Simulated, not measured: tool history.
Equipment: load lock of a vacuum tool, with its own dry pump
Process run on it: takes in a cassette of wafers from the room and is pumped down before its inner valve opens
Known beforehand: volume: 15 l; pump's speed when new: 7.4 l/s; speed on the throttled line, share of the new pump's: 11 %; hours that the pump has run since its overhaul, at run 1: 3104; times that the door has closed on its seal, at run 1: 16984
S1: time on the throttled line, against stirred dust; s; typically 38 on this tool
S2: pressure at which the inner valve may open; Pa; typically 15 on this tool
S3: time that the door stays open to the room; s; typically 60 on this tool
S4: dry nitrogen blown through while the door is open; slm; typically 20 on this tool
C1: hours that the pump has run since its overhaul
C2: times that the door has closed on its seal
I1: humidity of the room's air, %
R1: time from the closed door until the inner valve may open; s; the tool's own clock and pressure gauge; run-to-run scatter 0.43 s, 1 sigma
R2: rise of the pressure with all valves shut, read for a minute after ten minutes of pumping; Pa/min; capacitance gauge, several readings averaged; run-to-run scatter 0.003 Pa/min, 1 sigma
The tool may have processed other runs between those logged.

run,hour,S1,S2,S3,S4,C1,C2,I1,R1,R2
1,0.0,38,15,60,20,3104,16984,41.0,52.7,0.159
2,93.8,38,15,60,20,3198,17326,45.7,52.1,0.152
3,165.0,38,15,60,20,3269,17585,46.5,51.9,0.166
4,218.3,38,15,60,20,3323,17779,42.5,52.4,0.164
5,311.9,40,15,60,20,3416,18120,42.8,54.2,0.163
6,398.3,40,15,60,20,3503,18435,47.3,54.5,0.168
7,460.1,57,15,60,20,3565,18661,46.2,70.2,0.174
8,546.7,38,15,60,20,3651,18976,47.0,51.9,0.180
9,621.1,38,15,60,20,3726,19247,45.8,52.6,0.185
10,730.1,38,15,60,20,3835,19645,45.0,53.1,0.182
11,796.4,38,15,60,20,3901,19886,45.6,53.3,0.183
12,895.7,38,15,60,7,4000,20248,47.5,52.2,0.202
13,965.8,38,15,60,7,4070,20504,46.4,53.2,0.206
14,1048.5,38,15,60,7,4153,20805,47.4,52.8,0.210
15,1123.4,38,15,60,7,4228,21078,44.1,52.2,0.207
16,1190.0,38,15,60,7,4294,21321,42.7,52.4,0.211
17,1300.8,38,15,60,7,4405,21725,42.9,53.0,0.213
18,1357.7,38,15,60,7,4462,21932,42.0,52.9,0.215
19,1459.6,38,15,60,7,4564,22303,43.4,52.6,0.225
20,1507.7,38,15,201,15,4612,22479,47.9,52.7,0.265
21,1616.5,38,10,43,20,4721,22875,47.1,53.8,0.215
22,1676.0,38,13,160,42,4780,23092,44.9,53.3,0.233
23,1737.7,38,11,60,35,4842,23317,45.2,54.5,0.219
24,1818.0,38,21,127,20,4922,23610,44.2,51.9,0.250
25,1890.6,75,14,60,23,4995,23875,42.1,85.9,0.227
26,1957.8,48,15,60,20,5062,24120,48.9,61.7,0.242
27,2048.3,71,15,60,20,5153,24449,41.6,82.2,0.244
28,2129.5,47,15,98,5,5234,24745,43.5,61.2,0.273
29,2189.1,47,15,98,5,5294,24963,44.4,60.8,0.276
30,2281.6,47,15,98,5,5386,25299,44.7,60.9,0.273
31,2361.5,47,15,138,5,5466,25591,43.3,61.4,0.301
32,2419.8,47,15,29,15,5524,25803,42.4,61.0,0.251

Run 33 comes next. What will it give?
33,2514.9,53,15,29,15,5619,26150,46.1,?,?

{"run 33": {"R1": 66.3, "R2": 0.257}}
Minus the tool's unlogged condition, the same run would have read R1 65.2 s, R2 0.035 Pa/min.
